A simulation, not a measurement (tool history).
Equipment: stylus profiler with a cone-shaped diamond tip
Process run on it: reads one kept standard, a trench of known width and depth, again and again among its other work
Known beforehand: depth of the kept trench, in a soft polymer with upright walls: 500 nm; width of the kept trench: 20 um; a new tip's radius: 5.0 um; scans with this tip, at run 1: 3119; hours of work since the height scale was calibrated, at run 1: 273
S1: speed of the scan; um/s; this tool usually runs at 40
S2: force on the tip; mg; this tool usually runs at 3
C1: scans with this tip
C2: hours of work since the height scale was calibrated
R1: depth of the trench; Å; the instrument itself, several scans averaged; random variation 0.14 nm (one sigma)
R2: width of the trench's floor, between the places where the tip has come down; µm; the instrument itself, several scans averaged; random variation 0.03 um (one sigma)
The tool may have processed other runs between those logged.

run	day	S1	S2	C1	C2	R1	R2
1	0	40	3	3119	273	5055.1	13.82
2	1.083	40	3	3333	292	5053.1	13.68
3	1.854	40	1.85	3486	305	5039.3	13.55
4	2.7	15	3	3653	320	5052.7	13.71
5	3.729	15	3	3858	338	5053.7	13.65
6	4.633	15	3	4036	353	5053.4	13.55
7	5.717	15	3	4251	372	5051.9	13.44
8	6.692	40	3	4445	389	5053.2	13.25
9	7.758	40	4.97	4656	408	5076.9	13.21
10	8.679	40	4.97	4838	424	5073.3	13.13
11	9.333	136	4.97	4967	435	5073.1	12.69
# day 9.483: height scale calibrated on a step standard
12	10.588	136	4.97	5211	19	5074.2	12.61
13	11.904	136	4.97	5473	42	5072.7	12.46
14	12.75	10	4.97	5640	57	5073.7	12.99
# day 13.075: height scale calibrated on a step standard, once more
15	13.475	74	3	5779	7	5057.4	12.5
16	14.104	12	2.19	5904	18	5043.8	12.83
17	14.854	75	1.38	6053	31	5033.3	12.24
18	15.983	66	3	6277	50	5056.7	12.41
19	16.979	36	3	6473	68	5056.4	12.52
20	18.246	14	4.95	6725	90	5080.2	12.57
21	19.3	36	1.87	6933	108	5039.2	12.27
22	20.529	19	3.52	7177	129	5061.5	12.36
23	21.483	28	2.09	7366	146	5044.2	12.19
24	22.742	28	2.09	7615	168	5041.6	12.07
25	23.312	15	7.1	7728	178	5098	12.21
26	24.033	15	7.1	7871	190	5097.8	12.17
27	24.617	131	6.25	7986	200	5090.1	11.63

Hidden state or all else? Some run-to-run changes of R1, split into what the settings, what came in and random variation would give without the hidden state, and what is left for the hidden state (with any gauge scatter that isn't in both results):
The hidden state here: radius of the tip, um; height scale over the true one, %; drift of the gauge itself on depth_nm, %; drift of the gauge itself on floor_um, %.
Run 11 -> 12: height scale calibrated on a step standard. R1 +1.1 Å: hidden state -1, all else +2.1.
Run 14 -> 15: S1 10 -> 74, S2 4.97 -> 3, height scale calibrated on a step standard, once more. R1 -16.3 Å: hidden state +5.8, all else -22.1.
Run 20 -> 21: S1 14 -> 36, S2 4.95 -> 1.87. R1 -41 Å: hidden state -0.2, all else -40.8.
Run 24 -> 25: S1 28 -> 15, S2 2.09 -> 7.1. R1 +56.4 Å: hidden state +0, all else +56.4.
